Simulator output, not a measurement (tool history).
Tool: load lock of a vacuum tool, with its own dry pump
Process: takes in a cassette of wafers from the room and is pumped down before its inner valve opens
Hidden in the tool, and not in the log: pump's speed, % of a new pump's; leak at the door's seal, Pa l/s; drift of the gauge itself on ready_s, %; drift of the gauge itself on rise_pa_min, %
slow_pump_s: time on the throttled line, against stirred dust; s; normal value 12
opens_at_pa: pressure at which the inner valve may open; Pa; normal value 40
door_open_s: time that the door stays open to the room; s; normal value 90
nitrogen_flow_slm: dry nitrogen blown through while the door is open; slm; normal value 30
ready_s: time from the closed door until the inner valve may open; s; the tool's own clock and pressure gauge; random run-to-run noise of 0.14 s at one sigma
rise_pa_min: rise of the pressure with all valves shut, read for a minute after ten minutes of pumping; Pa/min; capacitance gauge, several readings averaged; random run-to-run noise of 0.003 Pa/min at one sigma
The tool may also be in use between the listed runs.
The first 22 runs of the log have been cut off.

run	hour	slow_pump_s	opens_at_pa	door_open_s	nitrogen_flow_slm	hours that the pump has run since its overhaul	times that the door has closed on its seal	incoming humidity of the room's air, %	ready_s	rise_pa_min
23	7202.2	8	33	90	8	7434	34332	44	17	0.147
24	7529.1	9	42	90	8	7761	35842	44.2	17.6	0.166
25	7982.1	9	42	90	8	8214	37935	45.5	17.6	0.171
26	8217.9	9	42	90	8	8449	39024	46.2	17.5	0.175
27	8645.5	12	76	90	30	8877	40999	47.6	19.1	0.153
28	9063.2	12	76	90	30	9295	42928	41.2	19	0.157
29	9302	12	76	90	30	9534	44030	45.8	19.2	0.166
30	9745.3	12	76	90	30	9977	46078	43.9	19	0.177
31	9966.4	12	40	93	9	10198	47099	43.3	20.2	0.197
32	10420.6	13	70	51	30	10652	49197	42.7	19.7	0.175
33	10863.7	22	38	30	7	11095	51243	50.1	27.5	0.199
34	11283.3	22	38	30	7	11515	53181	45.9	27.3	0.213
35	11501.3	22	38	30	7	11733	54188	44.6	27.2	0.203

4 options for the next run, each taken on its own from the tool as it stands now. Forecast them:
A	11821.3	22	38	30	9	12053	55666	44.4	?	?
B	11821.3	11	38	131	7	12053	55666	45	?	?
C	11821.3	22	32	30	7	12053	55666	44.1	?	?
D	11821.3	12	60	35	30	12053	55666	45	?	?

run	ready_s	rise_pa_min
A	27.4	0.218
B	19.7	0.254
C	27.7	0.215
D	19.8	0.202
Stripped of hidden state, with their random variation kept, the same runs would have yielded:
run	ready_s	rise_pa_min
A	26.9	0.057
B	18.8	0.094
C	27.1	0.053
D	19	0.041
